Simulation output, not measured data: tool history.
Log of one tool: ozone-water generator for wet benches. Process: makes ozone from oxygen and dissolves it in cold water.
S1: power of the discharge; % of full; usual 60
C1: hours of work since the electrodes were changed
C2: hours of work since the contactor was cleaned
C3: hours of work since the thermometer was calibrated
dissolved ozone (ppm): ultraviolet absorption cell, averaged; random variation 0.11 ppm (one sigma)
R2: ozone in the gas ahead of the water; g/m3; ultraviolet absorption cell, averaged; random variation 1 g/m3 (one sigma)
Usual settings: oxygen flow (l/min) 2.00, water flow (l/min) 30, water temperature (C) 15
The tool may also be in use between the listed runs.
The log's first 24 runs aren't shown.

{"run": 25, "hour": 701.8, "S1": 63, "oxygen flow (l/min)": 1.32, "water flow (l/min)": 40, "water temperature (C)": 9, "C1": 1739, "C2": 4934, "C3": 2950, "dissolved ozone (ppm)": 5.2, "R2": 236.5}
{"run": 26, "hour": 724.3, "S1": 41, "oxygen flow (l/min)": 1.05, "water flow (l/min)": 30, "water temperature (C)": 17, "C1": 1761, "C2": 4956, "C3": 2973, "dissolved ozone (ppm)": 5.2, "R2": 201.5}
{"run": 27, "hour": 744.1, "S1": 60, "oxygen flow (l/min)": 1.43, "water flow (l/min)": 26, "water temperature (C)": 15, "C1": 1780, "C2": 4976, "C3": 2992, "dissolved ozone (ppm)": 8.5, "R2": 214.1}
{"run": 28, "hour": 783.2, "S1": 60, "oxygen flow (l/min)": 2.0, "water flow (l/min)": 30, "water temperature (C)": 9, "C1": 1819, "C2": 5014, "C3": 3030, "dissolved ozone (ppm)": 7.9, "R2": 171.1}
{"run": 29, "hour": 809.5, "S1": 73, "oxygen flow (l/min)": 2.0, "water flow (l/min)": 19, "water temperature (C)": 9, "C1": 1845, "C2": 5040, "C3": 3056, "dissolved ozone (ppm)": 15.0, "R2": 196.2}
{"run": 30, "hour": 839.4, "S1": 94, "oxygen flow (l/min)": 2.35, "water flow (l/min)": 30, "water temperature (C)": 8, "C1": 1874, "C2": 5069, "C3": 3085, "dissolved ozone (ppm)": 11.3, "R2": 212.0}
{"run": 31, "hour": 867.8, "S1": 94, "oxygen flow (l/min)": 2.35, "water flow (l/min)": 30, "water temperature (C)": 8, "C1": 1902, "C2": 5097, "C3": 3113, "dissolved ozone (ppm)": 11.5, "R2": 211.5}
{"run": 32, "hour": 889.1, "S1": 54, "oxygen flow (l/min)": 1.44, "water flow (l/min)": 24, "water temperature (C)": 15, "C1": 1923, "C2": 5118, "C3": 3134, "dissolved ozone (ppm)": 8.7, "R2": 197.0}
{"run": 33, "hour": 912.8, "S1": 62, "oxygen flow (l/min)": 1.93, "water flow (l/min)": 35, "water temperature (C)": 11, "C1": 1946, "C2": 5141, "C3": 3157, "dissolved ozone (ppm)": 6.7, "R2": 179.0}

4 ways to go on from here, each from the tool as it stands after run 33. What would each give?
{"run": "A", "hour": 939.9, "S1": 62, "oxygen flow (l/min)": 1.93, "water flow (l/min)": 40, "water temperature (C)": 13, "C1": 1972, "C2": 5167, "C3": 3184, "dissolved ozone (ppm)": "?", "R2": "?"}
{"run": "B", "hour": 939.9, "S1": 55, "oxygen flow (l/min)": 2.62, "water flow (l/min)": 35, "water temperature (C)": 9, "C1": 1972, "C2": 5167, "C3": 3184, "dissolved ozone (ppm)": "?", "R2": "?"}
{"run": "C", "hour": 939.9, "S1": 94, "oxygen flow (l/min)": 1.93, "water flow (l/min)": 35, "water temperature (C)": 11, "C1": 1972, "C2": 5167, "C3": 3184, "dissolved ozone (ppm)": "?", "R2": "?"}
{"run": "D", "hour": 939.9, "S1": 99, "oxygen flow (l/min)": 2.0, "water flow (l/min)": 30, "water temperature (C)": 15, "C1": 1972, "C2": 5167, "C3": 3184, "dissolved ozone (ppm)": "?", "R2": "?"}

run=A dissolved_ozone_(ppm)=5.6 R2=177.2
run=B dissolved_ozone_(ppm)=6.8 R2=132.8
run=C dissolved_ozone_(ppm)=9.1 R2=241.6
run=D dissolved_ozone_(ppm)=11.1 R2=242.3
Without the tool's hidden state the same runs would have given:
run=A dissolved_ozone_(ppm)=5.8 R2=181.5
run=B dissolved_ozone_(ppm)=7.1 R2=135.7
run=C dissolved_ozone_(ppm)=9.6 R2=249.5
run=D dissolved_ozone_(ppm)=11.7 R2=250.5
